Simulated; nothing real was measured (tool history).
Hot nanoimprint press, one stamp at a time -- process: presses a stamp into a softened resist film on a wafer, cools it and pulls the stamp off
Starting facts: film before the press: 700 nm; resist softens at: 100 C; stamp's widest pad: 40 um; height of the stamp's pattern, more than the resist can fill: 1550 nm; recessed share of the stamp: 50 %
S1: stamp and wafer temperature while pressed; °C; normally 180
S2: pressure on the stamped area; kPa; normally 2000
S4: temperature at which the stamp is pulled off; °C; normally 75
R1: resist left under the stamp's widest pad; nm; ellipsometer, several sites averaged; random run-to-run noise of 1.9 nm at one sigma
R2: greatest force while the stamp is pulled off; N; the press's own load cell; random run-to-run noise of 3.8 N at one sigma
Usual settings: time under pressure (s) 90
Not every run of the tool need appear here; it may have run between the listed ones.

{"run": 1, "hour": 0.0, "S1": 180, "S2": 2000, "time under pressure (s)": 90, "S4": 75, "R1": 343.7, "R2": 187}
{"run": 2, "hour": 65.8, "S1": 180, "S2": 2000, "time under pressure (s)": 90, "S4": 75, "R1": 345.4, "R2": 188}
{"run": 3, "hour": 95.5, "S1": 180, "S2": 2000, "time under pressure (s)": 90, "S4": 75, "R1": 345.8, "R2": 187}
{"run": 4, "hour": 153.6, "S1": 180, "S2": 2000, "time under pressure (s)": 79, "S4": 75, "R1": 357.6, "R2": 188}
{"run": 5, "hour": 183.3, "S1": 180, "S2": 2000, "time under pressure (s)": 79, "S4": 62, "R1": 360.8, "R2": 198}
{"run": 6, "hour": 213.4, "S1": 180, "S2": 2000, "time under pressure (s)": 164, "S4": 75, "R1": 278.2, "R2": 186}
{"run": 7, "hour": 273.1, "S1": 180, "S2": 2000, "time under pressure (s)": 164, "S4": 75, "R1": 279.8, "R2": 185}
{"run": 8, "hour": 309.7, "S1": 180, "S2": 2000, "time under pressure (s)": 164, "S4": 75, "R1": 273.2, "R2": 184}
{"hour": 378.2, "done": "stamp cleaned and given a new release coat"}
{"run": 9, "hour": 388.3, "S1": 180, "S2": 2000, "time under pressure (s)": 164, "S4": 75, "R1": 275.8, "R2": 183}
{"run": 10, "hour": 418.9, "S1": 180, "S2": 2000, "time under pressure (s)": 90, "S4": 75, "R1": 341.9, "R2": 188}
{"run": 11, "hour": 490.2, "S1": 180, "S2": 2000, "time under pressure (s)": 90, "S4": 75, "R1": 337.9, "R2": 184}
{"run": 12, "hour": 542.2, "S1": 180, "S2": 2000, "time under pressure (s)": 90, "S4": 75, "R1": 337.7, "R2": 186}
{"run": 13, "hour": 595.3, "S1": 180, "S2": 2000, "time under pressure (s)": 90, "S4": 75, "R1": 340.1, "R2": 181}
{"run": 14, "hour": 659.7, "S1": 180, "S2": 2000, "time under pressure (s)": 90, "S4": 75, "R1": 342.2, "R2": 190}
{"run": 15, "hour": 716.2, "S1": 180, "S2": 2000, "time under pressure (s)": 90, "S4": 75, "R1": 339.3, "R2": 188}
{"hour": 754.9, "done": "plate thermocouple calibrated"}
{"run": 16, "hour": 769.4, "S1": 186, "S2": 1480, "time under pressure (s)": 62, "S4": 67, "R1": 349.3, "R2": 190}
{"run": 17, "hour": 840.1, "S1": 186, "S2": 1480, "time under pressure (s)": 56, "S4": 67, "R1": 355.0, "R2": 198}
{"run": 18, "hour": 874.3, "S1": 173, "S2": 2740, "time under pressure (s)": 56, "S4": 75, "R1": 451.4, "R2": 186}
{"run": 19, "hour": 947.9, "S1": 181, "S2": 2740, "time under pressure (s)": 77, "S4": 62, "R1": 290.7, "R2": 199}
{"run": 20, "hour": 1009.7, "S1": 180, "S2": 2290, "time under pressure (s)": 78, "S4": 75, "R1": 336.2, "R2": 189}
{"run": 21, "hour": 1051.8, "S1": 180, "S2": 1920, "time under pressure (s)": 102, "S4": 62, "R1": 328.7, "R2": 202}
{"run": 22, "hour": 1097.7, "S1": 180, "S2": 3160, "time under pressure (s)": 90, "S4": 65, "R1": 268.4, "R2": 194}
{"hour": 1140.1, "done": "stamp cleaned and given a new release coat"}
{"run": 23, "hour": 1154.1, "S1": 186, "S2": 2470, "time under pressure (s)": 116, "S4": 63, "R1": 209.3, "R2": 194}
{"run": 24, "hour": 1224.3, "S1": 187, "S2": 2000, "time under pressure (s)": 97, "S4": 75, "R1": 240.7, "R2": 186}
{"run": 25, "hour": 1296.4, "S1": 187, "S2": 2000, "time under pressure (s)": 97, "S4": 75, "R1": 243.0, "R2": 183}
{"run": 26, "hour": 1353.3, "S1": 180, "S2": 1280, "time under pressure (s)": 90, "S4": 75, "R1": 410.5, "R2": 187}
{"run": 27, "hour": 1424.1, "S1": 182, "S2": 2000, "time under pressure (s)": 154, "S4": 75, "R1": 254.1, "R2": 194}
{"hour": 1476.5, "done": "gauge calibrated"}
{"run": 28, "hour": 1492.3, "S1": 182, "S2": 2180, "time under pressure (s)": 77, "S4": 75, "R1": 318.0, "R2": 195}
{"run": 29, "hour": 1528.6, "S1": 180, "S2": 1800, "time under pressure (s)": 164, "S4": 83, "R1": 294.4, "R2": 171}
{"run": 30, "hour": 1598.2, "S1": 180, "S2": 2870, "time under pressure (s)": 90, "S4": 64, "R1": 287.4, "R2": 198}

A few steps of R1 between consecutive runs. Split each: what settings, incoming material and random variation would produce without the hidden state, and what is left over for the hidden state, along with gauge scatter present in only one of the two compared results (measured, and without hidden state):
Unlogged tool condition in this case: true temperature over the reading, C; pressure that arrives at the usual setting, %; grip of the stamp's worn release coat, % over a new coat's; drift of the gauge itself on residual_nm, %; drift of the gauge itself on pull_off_n, %.
Run 18 -> 19: S1 173 -> 181, time under pressure (s) 56 -> 77, S4 75 -> 62. R1 -160.7 nm: hidden state +2.2, all else -162.9.
Run 25 -> 26: S1 187 -> 180, S2 2000 -> 1280, time under pressure (s) 97 -> 90. R1 +167.5 nm: hidden state -5.1, all else +172.6.
Run 26 -> 27: S1 180 -> 182, S2 1280 -> 2000, time under pressure (s) 90 -> 154. R1 -156.4 nm: hidden state +4.1, all else -160.5.
Run 27 -> 28: S2 2000 -> 2180, time under pressure (s) 154 -> 77, gauge calibrated. R1 +63.9 nm: hidden state +7.0, all else +56.9.
